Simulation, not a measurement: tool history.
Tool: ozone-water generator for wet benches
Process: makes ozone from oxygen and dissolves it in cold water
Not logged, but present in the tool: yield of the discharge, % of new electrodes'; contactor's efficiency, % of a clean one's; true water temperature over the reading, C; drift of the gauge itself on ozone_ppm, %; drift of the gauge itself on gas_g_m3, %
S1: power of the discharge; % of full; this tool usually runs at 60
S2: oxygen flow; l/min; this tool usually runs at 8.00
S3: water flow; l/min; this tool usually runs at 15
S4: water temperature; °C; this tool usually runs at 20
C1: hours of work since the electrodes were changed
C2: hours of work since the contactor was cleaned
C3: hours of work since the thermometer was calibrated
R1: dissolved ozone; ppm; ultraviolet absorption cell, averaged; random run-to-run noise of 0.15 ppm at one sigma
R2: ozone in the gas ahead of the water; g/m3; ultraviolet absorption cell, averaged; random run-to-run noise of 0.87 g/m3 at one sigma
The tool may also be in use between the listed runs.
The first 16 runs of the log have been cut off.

run	hour	S1	S2	S3	S4	C1	C2	C3	R1	R2
17	1963.5	48	8.00	15	20	4425	1169	203	12.7	95.9
18	2073.6	60	8.00	14	13	4511	1254	289	16.8	106.8
19	2217.8	43	7.15	15	20	4623	1367	401	11.7	96.5
20	2302.0	74	7.15	13	20	4689	1432	467	16.8	120.5
21	2435.5	96	7.15	19	20	4793	1536	571	14.4	134.4
22	2519.9	96	7.15	19	20	4859	1602	636	14.3	134.4
23	2607.3	42	9.61	16	20	4927	1670	704	10.4	80.3
24	2695.6	42	9.61	16	20	4995	1739	773	10.7	80.3
25	2830.1	42	9.61	16	20	5100	1843	878	10.4	78.9
# hour 2883.1: electrodes of the discharge changed
26	2941.8	41	11.04	22	23	46	1926	960	10.0	95.4

The next listed run, before its measurement:
27	3123.9	60	8.00	11	19	188	2068	1102	?	?

{"run 27": {"R1": 21.9, "R2": 139.1}}
With the hidden condition absent and the run-to-run variation left alone, this run would have shown R1 23.1 ppm, R2 141.0 g/m3.
